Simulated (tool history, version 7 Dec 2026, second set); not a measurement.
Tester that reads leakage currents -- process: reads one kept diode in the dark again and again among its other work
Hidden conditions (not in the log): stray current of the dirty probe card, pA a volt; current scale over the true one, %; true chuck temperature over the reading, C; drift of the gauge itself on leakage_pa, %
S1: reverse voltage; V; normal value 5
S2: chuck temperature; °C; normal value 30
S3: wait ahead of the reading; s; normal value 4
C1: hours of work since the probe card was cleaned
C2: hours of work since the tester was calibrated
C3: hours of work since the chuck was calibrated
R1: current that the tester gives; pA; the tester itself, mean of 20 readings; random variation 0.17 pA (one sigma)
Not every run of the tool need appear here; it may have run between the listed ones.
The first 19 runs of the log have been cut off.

run 20 hour=939.3 | S1=17.32 S2=30 S3=4 | C1=2317 C2=1877 C3=1434 | R1=135.68
run 21 hour=1000.7 | S1=17.32 S2=30 S3=4 | C1=2349 C2=1909 C3=1466 | R1=136.45
run 22 hour=1043.1 | S1=5 S2=30 S3=0.45 | C1=2371 C2=1931 C3=1488 | R1=69.04
-- hour=1050.3 chuck's temperature calibrated
run 23 hour=1091.1 | S1=5 S2=30 S3=0.45 | C1=2395 C2=1955 C3=21 | R1=70.21
run 24 hour=1119.6 | S1=1.2 S2=21 S3=2.14 | C1=2409 C2=1969 C3=36 | R1=15.94
run 25 hour=1171.1 | S1=1.2 S2=21 S3=2.14 | C1=2436 C2=1996 C3=63 | R1=16.07
-- hour=1222.2 chuck's temperature calibrated, once more
run 26 hour=1236.2 | S1=1.2 S2=21 S3=2.14 | C1=2469 C2=2029 C3=7 | R1=14.23
run 27 hour=1292.4 | S1=17.27 S2=30 S3=1.36 | C1=2498 C2=2058 C3=36 | R1=126.94
run 28 hour=1359 | S1=5.06 S2=60 S3=1.36 | C1=2532 C2=2092 C3=71 | R1=443.22
run 29 hour=1428.9 | S1=5.46 S2=41 S3=5.41 | C1=2569 C2=2129 C3=107 | R1=134.93
run 30 hour=1457.6 | S1=5.46 S2=41 S3=5.41 | C1=2583 C2=2143 C3=122 | R1=134.86
run 31 hour=1498.2 | S1=5 S2=30 S3=6.36 | C1=2604 C2=2164 C3=143 | R1=60.55
run 32 hour=1554.4 | S1=15.96 S2=25 S3=1.74 | C1=2634 C2=2194 C3=172 | R1=90.5
run 33 hour=1624.7 | S1=15.96 S2=25 S3=1.74 | C1=2670 C2=2230 C3=209 | R1=90.58
run 34 hour=1676.1 | S1=1.53 S2=47 S3=0.58 | C1=2697 C2=2257 C3=235 | R1=102.86
run 35 hour=1715.7 | S1=5 S2=41 S3=5.56 | C1=2717 C2=2277 C3=256 | R1=129.61
run 36 hour=1776.6 | S1=5.89 S2=21 S3=5.56 | C1=2749 C2=2309 C3=287 | R1=37.51
run 37 hour=1827.2 | S1=5 S2=44 S3=1.72 | C1=2775 C2=2335 C3=314 | R1=159.47
run 38 hour=1884.4 | S1=15.55 S2=29 S3=1.16 | C1=2805 C2=2365 C3=343 | R1=116.61
run 39 hour=1944.2 | S1=15.55 S2=29 S3=1.16 | C1=2836 C2=2396 C3=374 | R1=117.64
run 40 hour=2014.3 | S1=15.55 S2=29 S3=1.16 | C1=2872 C2=2432 C3=410 | R1=117.68

Alternative continuations, all from the tool just after run 40; predict every row:
run A hour=2082 | S1=5 S2=30 S3=5.27 | C1=2907 C2=2467 C3=446 | R1=?
run B hour=2082 | S1=19.44 S2=29 S3=4 | C1=2907 C2=2467 C3=446 | R1=?
run C hour=2082 | S1=16.09 S2=50 S3=0.42 | C1=2907 C2=2467 C3=446 | R1=?
run D hour=2082 | S1=6.55 S2=29 S3=0.42 | C1=2907 C2=2467 C3=446 | R1=?

run=A R1=62.61
run=B R1=132.48
run=C R1=460.85
run=D R1=72.68
Without the tool's unlogged condition, the same runs would have read:
run=A R1=54.98
run=B R1=105.12
run=C R1=432.32
run=D R1=62.96
